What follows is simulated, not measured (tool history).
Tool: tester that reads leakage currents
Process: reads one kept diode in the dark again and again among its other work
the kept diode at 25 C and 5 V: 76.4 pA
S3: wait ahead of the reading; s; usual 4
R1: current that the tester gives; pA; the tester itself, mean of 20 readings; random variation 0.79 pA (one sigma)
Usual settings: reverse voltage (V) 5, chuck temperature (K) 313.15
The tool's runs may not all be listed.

Run 1, hour 0: usual settings. Result: R1 248.16 pA.
Run 2, hour 124.6: usual settings but S3 0.66 s. Result: R1 248.68 pA.
Run 3, hour 187.9: usual settings but S3 0.66 s. Result: R1 246.03 pA.
Run 4, hour 308.9: usual settings but reverse voltage (V) 3.29, S3 0.66 s. Result: R1 216.24 pA.
Run 5, hour 419.5: usual settings but chuck temperature (K) 322.15. Result: R1 483.99 pA.
Run 6, hour 525.3: usual settings but S3 0.51 s. Result: R1 243.9 pA.
Run 7, hour 601.4: usual settings but S3 0.51 s. Result: R1 243.04 pA.
Run 8, hour 681.3: usual settings but chuck temperature (K) 326.15. Result: R1 636.53 pA.
Run 9, hour 793.3: usual settings but chuck temperature (K) 326.15, S3 9.16 s. Result: R1 638.15 pA.
Run 10, hour 862.1: usual settings but chuck temperature (K) 326.15, S3 9.16 s. Result: R1 631.98 pA.
Run 11, hour 986.5: usual settings. Result: R1 236.48 pA.
Run 12, hour 1059.5: usual settings but chuck temperature (K) 317.15. Result: R1 322.17 pA.
Run 13, hour 1151.8: usual settings but chuck temperature (K) 317.15. Result: R1 319.39 pA.
Run 14, hour 1205.6: usual settings. Result: R1 233.9 pA.
Run 15, hour 1284.3: usual settings. Result: R1 235.34 pA.
Run 16, hour 1368.9: usual settings but reverse voltage (V) 1.02. Result: R1 141.97 pA.
Run 17, hour 1487.6: usual settings but reverse voltage (V) 1.02. Result: R1 140.49 pA.
At hour 1519.8: probe card cleaned and baked.
Run 18, hour 1614.9: usual settings but reverse voltage (V) 1.02. Result: R1 138.19 pA.
At hour 1695.6: chuck's temperature calibrated.
Run 19, hour 1728.2: usual settings but reverse voltage (V) 1.02. Result: R1 165.05 pA.
Run 20, hour 1842: usual settings but S3 5.37 s. Result: R1 266.17 pA.
Run 21, hour 1907.6: usual settings but S3 0.51 s. Result: R1 267.04 pA.
Run 22, hour 1996.8: usual settings but reverse voltage (V) 1.41, chuck temperature (K) 307.15, S3 0.95 s. Result: R1 111.73 pA.
Run 23, hour 2094.5: usual settings but reverse voltage (V) 19.83, chuck temperature (K) 309.15, S3 5.8 s. Result: R1 297.27 pA.
Run 24, hour 2159.4: usual settings but reverse voltage (V) 3.84, chuck temperature (K) 311.15, S3 2.32 s. Result: R1 206.26 pA.
Run 25, hour 2275.8: usual settings but reverse voltage (V) 3.78, chuck temperature (K) 298.15, S3 2.53 s. Result: R1 71.45 pA.
Run 26, hour 2399.7: usual settings but chuck temperature (K) 301.15, S3 0.64 s. Result: R1 101.64 pA.
Run 27, hour 2519.7: usual settings but reverse voltage (V) 18.18, chuck temperature (K) 301.15, S3 0.81 s. Result: R1 162.78 pA.
Run 28, hour 2625.4: usual settings but reverse voltage (V) 1.21, chuck temperature (K) 301.15, S3 4.49 s. Result: R1 63.12 pA.
Run 29, hour 2718: usual settings but reverse voltage (V) 1.26, chuck temperature (K) 301.15, S3 3.44 s. Result: R1 63.12 pA.
Run 30, hour 2827.8: usual settings but reverse voltage (V) 3.63, chuck temperature (K) 321.15, S3 8.22 s. Result: R1 422.61 pA.
Run 31, hour 2905.7: usual settings but reverse voltage (V) 3.63, chuck temperature (K) 321.15, S3 8.22 s. Result: R1 420.49 pA.
Run 32, hour 2965.9: usual settings but reverse voltage (V) 3.63, chuck temperature (K) 321.15, S3 8.22 s. Result: R1 421.18 pA.

Hidden state or all else? Some run-to-run changes of R1, split into what the settings, what came in and random variation would give without the hidden state, and what is left for the hidden state (with any gauge scatter that isn't in both results):
The hidden state here: stray current of the dirty probe card, pA a volt; current scale over the true one, %; true chuck temperature over the reading, C; drift of the gauge itself on leakage_pa, %.
Run 7 -> 8: chuck temperature (K) 313.15 -> 326.15, S3 0.51 -> 4. R1 +393.49 pA: hidden state -38.94, all else +432.43.
Run 10 -> 11: chuck temperature (K) 326.15 -> 313.15, S3 9.16 -> 4. R1 -395.5 pA: hidden state +40.66, all else -436.16.
Run 18 -> 19: chuck's temperature calibrated. R1 +26.86 pA: hidden state +26.99, all else -0.13.
Run 29 -> 30: reverse voltage (V) 1.26 -> 3.63, chuck temperature (K) 301.15 -> 321.15, S3 3.44 -> 8.22. R1 +359.49 pA: hidden state -15.56, all else +375.05.
